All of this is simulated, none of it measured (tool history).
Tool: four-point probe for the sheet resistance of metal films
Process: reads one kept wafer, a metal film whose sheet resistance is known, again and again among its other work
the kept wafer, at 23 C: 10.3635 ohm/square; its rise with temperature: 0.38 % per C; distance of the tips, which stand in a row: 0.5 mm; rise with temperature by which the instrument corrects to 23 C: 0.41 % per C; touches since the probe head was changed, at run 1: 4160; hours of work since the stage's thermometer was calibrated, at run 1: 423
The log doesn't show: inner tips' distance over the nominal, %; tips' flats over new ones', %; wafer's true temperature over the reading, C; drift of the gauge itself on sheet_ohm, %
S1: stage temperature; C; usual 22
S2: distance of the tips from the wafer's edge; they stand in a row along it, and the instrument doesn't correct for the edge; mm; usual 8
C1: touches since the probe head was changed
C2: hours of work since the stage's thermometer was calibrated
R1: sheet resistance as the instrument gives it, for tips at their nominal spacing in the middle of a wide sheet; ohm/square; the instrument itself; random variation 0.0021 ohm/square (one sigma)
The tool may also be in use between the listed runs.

run   hour  S1  S2     C1   C2         R1
  1      0  22   8   4160  423  10.360468
  2   13.7  22   8   4384  432  10.363418
  3   29.6  31   8   4643  443  10.340222
  4   39.5  31  26   4804  450  10.317703
  5   48.3  22   8   4947  456  10.365207
  6     65  22   8   5219  467  10.366039
  7   76.7  22   8   5410  475  10.364379
  8   89.4  22   8   5616  483  10.364285
  9  103.5  22   8   5846  493  10.361635
 10  111.1  22   8   5970  498   10.36305
 11  124.1  22   8   6182  507  10.364537
 12  138.1  22   8   6410  516  10.364285
 13  150.5  22   8   6612  524  10.362424
 14  158.7  34   8   6746  530  10.329708
 15  167.6  34   8   6891  536  10.331379
 16  174.6  22   8   7005  540   10.35922
 17  186.2  22   8   7193  548  10.365619
 18  198.9  21   8   7400  557  10.368435
 19  213.4  21   8   7637  567  10.363417
 20  222.4  21   8   7783  573  10.365964
 21  234.3  22   5   7978  581  10.400331
 22  249.1  22   5   8218  590  10.395492
 23  256.7  22  57   8342  596  10.341979
 24  266.6  22  65   8504  602  10.343199
 25  276.9  26  24   8672  609   10.33147
 26    285  34   3   8804  615  10.462272
 27    292  20  15   8918  619  10.356787
 28  301.4  35   4   9070  626  10.394215
 29  308.9  35   4   9192  631  10.391818
 30  323.2  35   4   9425  640  10.393317
 31  335.3  31   3   9623  648  10.465403
 32  342.5  31   3   9740  653  10.469675
 33  356.8  22   6   9973  663  10.382048
 34  365.1  24   4  10108  668  10.424696
 35  377.5  21  36  10310  677  10.344908
 36  390.2  22   7  10517  685   10.37155
 37  399.2  30  26  10664  691  10.323168
 38  412.7  30  26  10885  700  10.318139
 39  427.6  30  26  11127  710  10.320544
 40  442.1  30  26  11362  720  10.319553
 41  454.8  23   4  11570  729  10.422131
 42    462  27  16  11687  733  10.328694
 43  479.1  21   8  11965  745  10.368569
 44  491.7  21   8  12171  753  10.367394
 45  499.8  26   3  12302  759  10.483791

3 ways to go on from here, each from the tool as it stands after run 45. What would each give?
  A  511.6  22   3  12495  767   ?
  B  511.6  26  56  12495  767   ?
  C  511.6  22  11  12495  767   ?

run         R1
  A   10.49531
  B  10.331514
  C  10.355181
Without the tool's hidden state the same runs would have given:
run         R1
  A  10.519274
  B  10.355254
  C  10.378858
